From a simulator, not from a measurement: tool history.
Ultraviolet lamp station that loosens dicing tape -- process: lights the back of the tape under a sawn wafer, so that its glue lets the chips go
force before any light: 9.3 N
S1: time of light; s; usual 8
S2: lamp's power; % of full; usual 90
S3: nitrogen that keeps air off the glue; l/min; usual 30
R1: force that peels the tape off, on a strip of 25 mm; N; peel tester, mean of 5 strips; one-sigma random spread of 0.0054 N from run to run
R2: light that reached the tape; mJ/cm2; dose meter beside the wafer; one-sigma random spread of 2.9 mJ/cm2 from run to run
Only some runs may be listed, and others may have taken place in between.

run	hour	S1	S2	S3	R1	R2
1	0.0	8	90	30	0.197	325
2	54.3	8	90	30	0.203	314
3	119.7	8	90	14	0.465	310
4	161.0	8	90	14	0.487	300
5	226.7	8	90	14	0.533	292
6	291.3	7	90	30	0.424	243
7	331.0	8	90	23	0.369	277
8	393.5	8	86	30	0.366	252
9	427.8	8	90	30	0.339	261
# hour 480.5: window cleaned of glue's vapour
10	491.9	8	90	30	0.444	243
11	553.0	8	70	30	0.906	179
12	585.0	8	70	30	0.911	182
# hour 622.4: window cleaned of glue's vapour, once more
13	633.5	8	70	30	0.592	209
14	674.1	14	70	30	0.150	363
15	740.8	8	90	13	0.798	255
16	773.8	8	90	13	0.792	250
17	826.7	8	90	13	0.897	236
18	883.3	8	97	30	0.383	253
# hour 898.9: lamp changed
19	938.4	8	90	30	0.126	391
20	1003.0	8	90	30	0.141	382
21	1057.8	8	90	38	0.112	373
22	1100.4	5	90	22	0.634	228
23	1135.9	5	61	12	2.142	151
24	1186.1	5	61	12	2.216	147
25	1233.8	5	61	12	2.278	147
26	1284.0	5	71	9	2.240	164
27	1330.7	7	71	40	0.405	226
28	1359.5	6	90	58	0.257	241
29	1390.9	5	78	19	1.351	169
30	1435.7	10	84	51	0.100	363
# hour 1456.2: window cleaned of glue's vapour
31	1503.3	10	84	51	0.096	401
32	1539.4	10	84	51	0.106	395
33	1594.4	10	84	49	0.102	385
34	1640.2	10	84	49	0.101	377
35	1683.7	10	95	53	0.093	413
36	1724.4	10	95	53	0.099	406
37	1758.3	6	90	13	1.017	229
38	1788.7	6	90	13	1.021	226
39	1843.6	15	86	13	0.122	522
40	1905.6	7	90	15	0.754	243
41	1957.6	7	90	15	0.791	238
42	2021.1	10	80	24	0.320	291

Each row is a separate what-if for the run after 42, all from the same tool condition, not one after another. Results?
A	2058.0	6	90	30	?	?
B	2058.0	6	80	24	?	?
C	2058.0	14	63	42	?	?
D	2058.0	8	97	23	?	?
E	2058.0	6	90	30	?	?

run	R1	R2
A	0.744	197
B	1.114	174
C	0.163	317
D	0.372	277
E	0.732	191
Take away the tool's hidden state, keep each run's random variation, and the runs would have read:
run	R1	R2
A	0.199	316
B	0.348	280
C	0.082	513
D	0.110	448
E	0.208	310
